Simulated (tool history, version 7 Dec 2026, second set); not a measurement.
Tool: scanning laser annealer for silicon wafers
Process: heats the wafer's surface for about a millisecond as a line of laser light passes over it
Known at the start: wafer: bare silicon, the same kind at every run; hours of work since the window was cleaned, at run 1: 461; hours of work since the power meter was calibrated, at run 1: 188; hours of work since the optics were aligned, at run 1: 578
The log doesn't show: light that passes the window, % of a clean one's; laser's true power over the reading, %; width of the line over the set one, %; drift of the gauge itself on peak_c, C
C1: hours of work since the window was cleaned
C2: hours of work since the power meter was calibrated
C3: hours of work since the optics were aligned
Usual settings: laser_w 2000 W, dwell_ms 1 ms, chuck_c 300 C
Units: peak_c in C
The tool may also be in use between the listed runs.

Run 1, hour 0: usual settings; C1 461; C2 188; C3 578. Result: peak_c 1107 C.
Run 2, hour 67.6: usual settings but laser_w 2097 W; C1 502; C2 229; C3 619. Result: peak_c 1157 C.
Run 3, hour 121.2: usual settings but laser_w 2097 W; C1 534; C2 261; C3 651. Result: peak_c 1158 C.
Run 4, hour 163.7: usual settings but laser_w 2097 W; C1 559; C2 286; C3 677. Result: peak_c 1157 C.
At hour 204.9: window over the wafer cleaned.
Run 5, hour 216.7: usual settings; C1 7; C2 317; C3 707. Result: peak_c 1109 C.
Run 6, hour 262.3: usual settings; C1 34; C2 344; C3 734. Result: peak_c 1105 C.
Run 7, hour 318.4: usual settings but dwell_ms 1.17 ms; C1 68; C2 378; C3 768. Result: peak_c 1173 C.
Run 8, hour 358.2: usual settings; C1 92; C2 402; C3 792. Result: peak_c 1104 C.
Run 9, hour 389.8: usual settings; C1 111; C2 420; C3 811. Result: peak_c 1106 C.
Run 10, hour 458.7: usual settings; C1 152; C2 462; C3 852. Result: peak_c 1105 C.
Run 11, hour 489.1: usual settings but laser_w 1758 W; C1 170; C2 480; C3 870. Result: peak_c 979 C.
Run 12, hour 519: usual settings but dwell_ms 0.9 ms; C1 188; C2 498; C3 888. Result: peak_c 1066 C.
Run 13, hour 583.7: usual settings but dwell_ms 0.9 ms; C1 227; C2 537; C3 927. Result: peak_c 1067 C.
Run 14, hour 632.2: usual settings but dwell_ms 0.84 ms; C1 256; C2 566; C3 956. Result: peak_c 1039 C.
At hour 642.3: optics aligned, line set to its width.
Run 15, hour 697.5: usual settings but dwell_ms 0.84 ms; C1 292; C2 602; C3 33. Result: peak_c 1037 C.
Run 16, hour 733: usual settings but dwell_ms 0.84 ms; C1 313; C2 623; C3 54. Result: peak_c 1040 C.
Run 17, hour 779.5: usual settings but dwell_ms 0.84 ms; C1 341; C2 651; C3 82. Result: peak_c 1037 C.
Run 18, hour 826.1: usual settings; C1 369; C2 679; C3 110. Result: peak_c 1107 C.
Run 19, hour 880.7: usual settings but laser_w 1893 W; C1 402; C2 712; C3 143. Result: peak_c 1051 C.
Run 20, hour 951.4: usual settings but laser_w 1893 W; C1 444; C2 754; C3 185. Result: peak_c 1051 C.
Run 21, hour 1005.1: usual settings but laser_w 2020 W, dwell_ms 0.78 ms, chuck_c 315 C; C1 476; C2 786; C3 217. Result: peak_c 1035 C.
Run 22, hour 1035.8: usual settings but laser_w 2020 W, dwell_ms 0.78 ms, chuck_c 265 C; C1 495; C2 805; C3 236. Result: peak_c 983 C.
Run 23, hour 1090.7: usual settings but laser_w 1793 W, dwell_ms 0.78 ms, chuck_c 265 C; C1 528; C2 837; C3 269. Result: peak_c 880 C.
Run 24, hour 1160.3: usual settings but chuck_c 264 C; C1 569; C2 879; C3 310. Result: peak_c 1068 C.
At hour 1187.4: window over the wafer cleaned.
Run 25, hour 1196.1: usual settings but laser_w 2061 W, dwell_ms 1.15 ms, chuck_c 264 C; C1 5; C2 899; C3 331. Result: peak_c 1167 C.
Run 26, hour 1250.5: usual settings but laser_w 1835 W; C1 38; C2 932; C3 363. Result: peak_c 1024 C.
Run 27, hour 1303.3: usual settings but laser_w 1835 W; C1 69; C2 964; C3 395. Result: peak_c 1021 C.
Run 28, hour 1372.3: usual settings but laser_w 1835 W; C1 111; C2 1005; C3 436. Result: peak_c 1023 C.
Run 29, hour 1410.5: usual settings but laser_w 2099 W, dwell_ms 1.06 ms, chuck_c 326 C; C1 134; C2 1028; C3 459. Result: peak_c 1212 C.
Run 30, hour 1462.6: usual settings but laser_w 2099 W, dwell_ms 1.06 ms, chuck_c 326 C; C1 165; C2 1059; C3 490. Result: peak_c 1210 C.
Run 31, hour 1520.8: usual settings but laser_w 2099 W, dwell_ms 1.06 ms, chuck_c 326 C; C1 200; C2 1094; C3 525. Result: peak_c 1211 C.
Run 32, hour 1550.6: usual settings but laser_w 1829 W, dwell_ms 1.14 ms, chuck_c 297 C; C1 218; C2 1112; C3 543. Result: peak_c 1061 C.
Run 33, hour 1612.3: usual settings but laser_w 1943 W, dwell_ms 0.78 ms, chuck_c 274 C; C1 255; C2 1149; C3 580. Result: peak_c 957 C.
Run 34, hour 1647.5: usual settings but laser_w 1754 W, dwell_ms 1.1 ms, chuck_c 308 C; C1 276; C2 1170; C3 601. Result: peak_c 1018 C.
Run 35, hour 1688.7: usual settings but laser_w 2067 W, dwell_ms 1.17 ms; C1 300; C2 1194; C3 626. Result: peak_c 1212 C.
Run 36, hour 1756.7: usual settings but laser_w 2067 W, dwell_ms 1.17 ms; C1 341; C2 1235; C3 666. Result: peak_c 1211 C.
Run 37, hour 1812.9: usual settings but laser_w 2067 W, dwell_ms 1.17 ms; C1 375; C2 1269; C3 700. Result: peak_c 1212 C.
Run 38, hour 1872.1: usual settings but dwell_ms 0.91 ms; C1 410; C2 1304; C3 736. Result: peak_c 1066 C.
Run 39, hour 1940.4: usual settings but dwell_ms 0.91 ms; C1 451; C2 1345; C3 777. Result: peak_c 1070 C.
Run 40, hour 2003.7: usual settings but dwell_ms 1.07 ms; C1 489; C2 1383; C3 814. Result: peak_c 1133 C.

Hidden state at the last listed run before each entry between runs and at the first one after, where it differs:
Between runs 4 and 5: window over the wafer cleaned (hour 204.9)
  light that passes the window, % of a clean one's: 99.84 -> 99.99; width of the line over the set one, %: 0.07 -> 0.08
Between runs 14 and 15: optics aligned, line set to its width (hour 642.3)
  light that passes the window, % of a clean one's: 99.92 -> 99.91; width of the line over the set one, %: 0.1 -> 0.01
Between runs 24 and 25: window over the wafer cleaned (hour 1187.4)
  light that passes the window, % of a clean one's: 99.83 -> 99.99
